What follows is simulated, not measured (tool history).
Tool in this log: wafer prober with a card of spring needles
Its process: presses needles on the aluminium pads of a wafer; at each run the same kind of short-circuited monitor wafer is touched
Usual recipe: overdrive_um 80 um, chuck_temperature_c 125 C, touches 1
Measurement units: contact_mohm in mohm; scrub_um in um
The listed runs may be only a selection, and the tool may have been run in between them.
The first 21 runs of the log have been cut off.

| run | hour | overdrive_um | chuck_temperature_c | touches | touches since the tips were cleaned | cleanings since the card got new needles | touches since the first contact's height was set | contact_mohm | scrub_um |
|---|---|---|---|---|---|---|---|---|---|
|  | 486.2 | tips cleaned on abrasive film |
|  | 500.9 | tips cleaned on abrasive film |
| 22 | 502.6 | 80 | 98 | 2 | 535 | 37 | 66474 | 264 | 14.04 |
|  | 514.2 | tips cleaned on abrasive film |
| 23 | 521.8 | 80 | 125 | 2 | 2309 | 38 | 72300 | 265 | 14.07 |
|  | 527.9 | tips cleaned on abrasive film |
|  | 541.5 | tips cleaned on abrasive film |
| 24 | 546.1 | 67 | 125 | 1 | 1394 | 40 | 79669 | 266 | 11.76 |
|  | 556.5 | tips cleaned on abrasive film |
|  | 571.9 | tips cleaned on abrasive film |
| 25 | 581.2 | 88 | 44 | 2 | 2852 | 42 | 90356 | 241 | 15.44 |
|  | 586.4 | tips cleaned on abrasive film |
|  | 599.9 | tips cleaned on abrasive film |
| 26 | 599.9 | 88 | 44 | 2 | 0 | 44 | 95984 | 247 | 15.44 |
|  | 603.4 | height of the first contact set anew |
|  | 613.6 | tips cleaned on abrasive film |
| 27 | 617.5 | 71 | 80 | 1 | 1174 | 45 | 4266 | 260 | 12.46 |
|  | 628.4 | tips cleaned on abrasive film |
| 28 | 641.6 | 64 | 125 | 2 | 4026 | 46 | 11597 | 273 | 11.24 |
|  | 644.5 | tips cleaned on abrasive film |
|  | 659.3 | tips cleaned on abrasive film |
|  | 675 | tips cleaned on abrasive film |
| 29 | 677 | 61 | 43 | 1 | 587 | 49 | 22322 | 251 | 10.71 |
|  | 689.1 | tips cleaned on abrasive film |
|  | 704.1 | tips cleaned on abrasive film |
| 30 | 705.8 | 80 | 122 | 1 | 516 | 51 | 31086 | 267 | 14.03 |

Forecast each of these 3 alternatives for the next run:
|  | 717.9 | tips cleaned on abrasive film |
| A | 724.3 | 80 | 125 | 3 | 1941 | 52 | 36691 | ? | ? |
|  | 717.9 | tips cleaned on abrasive film |
| B | 724.3 | 92 | 122 | 1 | 1941 | 52 | 36691 | ? | ? |
|  | 717.9 | tips cleaned on abrasive film |
| C | 724.3 | 80 | 40 | 1 | 1941 | 52 | 36691 | ? | ? |

| run | contact_mohm | scrub_um |
|---|---|---|
| A | 271 | 14.07 |
| B | 269 | 16.17 |
| C | 246 | 14.03 |
Take away the tool's hidden state, keep each run's random variation, and the runs would have read:
| run | contact_mohm | scrub_um |
|---|---|---|
| A | 271 | 14.07 |
| B | 268 | 16.17 |
| C | 245 | 14.04 |
